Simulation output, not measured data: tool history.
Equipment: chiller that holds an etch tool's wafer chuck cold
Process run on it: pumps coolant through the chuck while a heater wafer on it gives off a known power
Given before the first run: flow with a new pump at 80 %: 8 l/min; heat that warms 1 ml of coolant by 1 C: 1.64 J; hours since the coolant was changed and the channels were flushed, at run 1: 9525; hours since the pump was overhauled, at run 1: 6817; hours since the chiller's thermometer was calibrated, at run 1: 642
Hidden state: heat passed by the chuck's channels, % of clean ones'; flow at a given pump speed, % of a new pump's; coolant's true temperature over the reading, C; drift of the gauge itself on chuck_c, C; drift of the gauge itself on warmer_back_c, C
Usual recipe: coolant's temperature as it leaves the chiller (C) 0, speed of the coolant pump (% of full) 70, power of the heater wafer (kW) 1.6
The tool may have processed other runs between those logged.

run	hour	coolant's temperature as it leaves the chiller (C)	speed of the coolant pump (% of full)	power of the heater wafer (kW)	hours since the coolant was changed and the channels were flushed	hours since the pump was overhauled	hours since the chiller's thermometer was calibrated	chuck's temperature once it has settled (C)	how much warmer the coolant comes back (C)
1	0	0	70	1.6	9525	6817	642	25.3	9.61
2	134.8	0	70	1.6	9660	6952	777	25.2	9.62
# hour 327.8: coolant changed, channels flushed
3	343.5	0	70	1.6	16	7155	979	23.4	9.72
4	441.8	0	70	1.293	114	7253	1078	19	7.74
5	563.5	0	70	1.293	236	7375	1199	18.8	7.91
6	698.8	0	70	1.6	371	7510	1335	23.6	9.71
7	876.3	0	70	1.6	549	7688	1512	23.7	9.82
8	1097.7	0	70	1.655	770	7909	1734	24.6	10.1
9	1318.9	0	70	1.655	991	8130	1955	24.6	10.15
10	1433.3	0	70	1.835	1106	8245	2069	27.5	11.31
11	1631.8	0	70	1.835	1304	8443	2268	27.6	11.37
12	1858.1	0	70	2.136	1530	8669	2494	32	13.24
# hour 1906.7: chiller's thermometer calibrated
13	2070.2	0	70	2.136	1741	8881	164	32.2	13.3
14	2285.6	0	70	2.136	1957	9096	379	32.5	13.36
15	2401.1	0	70	2.015	2072	9211	494	30.7	12.7
16	2626.4	0	74	2.015	2298	9437	720	29.6	12.07
17	2817.6	-2	70	1.6	2489	9628	911	22.5	10.15
18	2982.5	-3	70	1.6	2654	9793	1076	21.8	10.16
19	3179.5	-3	70	1.6	2851	9990	1273	21.9	10.26

What will run 20 give?
20	3323.5	-3	62	1.6	2995	10134	1417	?	?

Run 20 produced chuck's temperature once it has settled (C) 24.4, how much warmer the coolant comes back (C) 11.62.
The same run, on a tool lacking any hidden state, would have yielded chuck's temperature once it has settled (C) 20.2, how much warmer the coolant comes back (C) 9.57.

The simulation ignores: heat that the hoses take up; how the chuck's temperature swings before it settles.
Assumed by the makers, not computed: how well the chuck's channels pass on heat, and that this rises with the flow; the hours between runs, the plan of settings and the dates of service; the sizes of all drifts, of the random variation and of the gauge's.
